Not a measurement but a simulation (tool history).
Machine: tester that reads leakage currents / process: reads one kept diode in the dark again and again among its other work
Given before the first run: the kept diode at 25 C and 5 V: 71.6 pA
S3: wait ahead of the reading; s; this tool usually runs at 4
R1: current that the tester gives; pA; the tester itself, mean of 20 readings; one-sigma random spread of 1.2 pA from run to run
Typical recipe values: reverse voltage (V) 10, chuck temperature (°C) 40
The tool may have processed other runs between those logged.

Run 1, day 0: usual settings. Result: R1 435.68 pA.
Run 2, day 2.983: usual settings. Result: R1 435.63 pA.
Run 3, day 4.717: usual settings but reverse voltage (V) 1.5. Result: R1 157.4 pA.
Run 4, day 7.15: usual settings but reverse voltage (V) 1.5. Result: R1 158.75 pA.
Run 5, day 8.962: usual settings but reverse voltage (V) 1.5. Result: R1 158.51 pA.
Run 6, day 10.458: usual settings. Result: R1 440.17 pA.
Run 7, day 13.262: usual settings but S3 0.84 s. Result: R1 443.65 pA.
Run 8, day 14.55: usual settings but reverse voltage (V) 13.4. Result: R1 522.49 pA.
Run 9, day 16.842: usual settings but reverse voltage (V) 13.4. Result: R1 523.62 pA.
At day 17.475: probe card cleaned and baked.
Run 10, day 18.8: usual settings but reverse voltage (V) 13.4. Result: R1 483.53 pA.
Run 11, day 21.3: usual settings. Result: R1 414.74 pA.
Run 12, day 23.604: usual settings. Result: R1 415.74 pA.
Run 13, day 26.154: usual settings. Result: R1 417.37 pA.
Run 14, day 28.646: usual settings. Result: R1 419.33 pA.
Run 15, day 30.233: usual settings. Result: R1 420.67 pA.
At day 30.575: tester calibrated.
Run 16, day 32.979: usual settings. Result: R1 423.32 pA.
Run 17, day 36.104: usual settings. Result: R1 427.3 pA.
Run 18, day 38: usual settings. Result: R1 425.88 pA.
At day 39.429: tester calibrated, once more.
Run 19, day 41.088: usual settings but chuck temperature (°C) 25. Result: R1 114.93 pA.
Run 20, day 42.846: usual settings but chuck temperature (°C) 25. Result: R1 115.64 pA.
Run 21, day 45.621: usual settings but chuck temperature (°C) 37, S3 2.01 s. Result: R1 329.98 pA.
Run 22, day 48.604: usual settings but chuck temperature (°C) 45, S3 4.12 s. Result: R1 639.09 pA.
Run 23, day 50.554: usual settings but reverse voltage (V) 1.9, chuck temperature (°C) 43, S3 1.26 s. Result: R1 228.8 pA.
Run 24, day 53.392: usual settings but reverse voltage (V) 4.3, chuck temperature (°C) 22, S3 6.6 s. Result: R1 57.24 pA.
Run 25, day 54.921: usual settings but reverse voltage (V) 1.8, chuck temperature (°C) 32, S3 2.19 s. Result: R1 86.99 pA.
Run 26, day 57.004: usual settings but reverse voltage (V) 1.8, chuck temperature (°C) 32, S3 2.19 s. Result: R1 87.5 pA.
Run 27, day 59.188: usual settings but reverse voltage (V) 2.4, chuck temperature (°C) 56, S3 0.47 s. Result: R1 733.1 pA.
Run 28, day 62.333: usual settings but reverse voltage (V) 2.4, chuck temperature (°C) 56, S3 0.47 s. Result: R1 738.69 pA.
Run 29, day 63.767: usual settings but reverse voltage (V) 2.4, chuck temperature (°C) 56, S3 0.91 s. Result: R1 737.32 pA.
Run 30, day 65.117: usual settings but reverse voltage (V) 13.5, chuck temperature (°C) 21, S3 0.91 s. Result: R1 106.1 pA.
Run 31, day 67.346: usual settings but reverse voltage (V) 1.7, chuck temperature (°C) 39, S3 5.38 s. Result: R1 155.73 pA.
Run 32, day 70.212: usual settings but reverse voltage (V) 1.7, chuck temperature (°C) 39, S3 5.38 s. Result: R1 157.01 pA.
Run 33, day 72.296: usual settings but chuck temperature (°C) 33, S3 1.64 s. Result: R1 243.35 pA.
Run 34, day 74.492: usual settings but reverse voltage (V) 18, S3 1.31 s. Result: R1 602.64 pA.
Run 35, day 77.058: usual settings but reverse voltage (V) 18, S3 1.31 s. Result: R1 604.59 pA.
At day 78.483: chuck's temperature calibrated.
Run 36, day 79.662: usual settings but reverse voltage (V) 18, S3 1.31 s. Result: R1 572.61 pA.
Run 37, day 81.571: usual settings but reverse voltage (V) 1.6, chuck temperature (°C) 30, S3 6.87 s. Result: R1 66.33 pA.
Run 38, day 83.55: usual settings but reverse voltage (V) 2.2, chuck temperature (°C) 30, S3 4.48 s. Result: R1 78.93 pA.
Run 39, day 85.471: usual settings but reverse voltage (V) 13.4, chuck temperature (°C) 30, S3 8.93 s. Result: R1 217.13 pA.

3 options for the next run, each taken on its own from the tool as it stands now. Forecast them:
Run A, day 88.529: usual settings but reverse voltage (V) 4, chuck temperature (°C) 30, S3 8.93 s. Result: R1 ?.
Run B, day 88.529: usual settings but reverse voltage (V) 1.2, chuck temperature (°C) 24, S3 3.07 s. Result: R1 ?.
Run C, day 88.529: usual settings but reverse voltage (V) 4.5, chuck temperature (°C) 30, S3 0.38 s. Result: R1 ?.

run      R1
  A  109.99
  B    33.7
  C   119.3
Without the tool's hidden state the same runs would have given:
run      R1
  A  101.24
  B   31.06
  C  109.43

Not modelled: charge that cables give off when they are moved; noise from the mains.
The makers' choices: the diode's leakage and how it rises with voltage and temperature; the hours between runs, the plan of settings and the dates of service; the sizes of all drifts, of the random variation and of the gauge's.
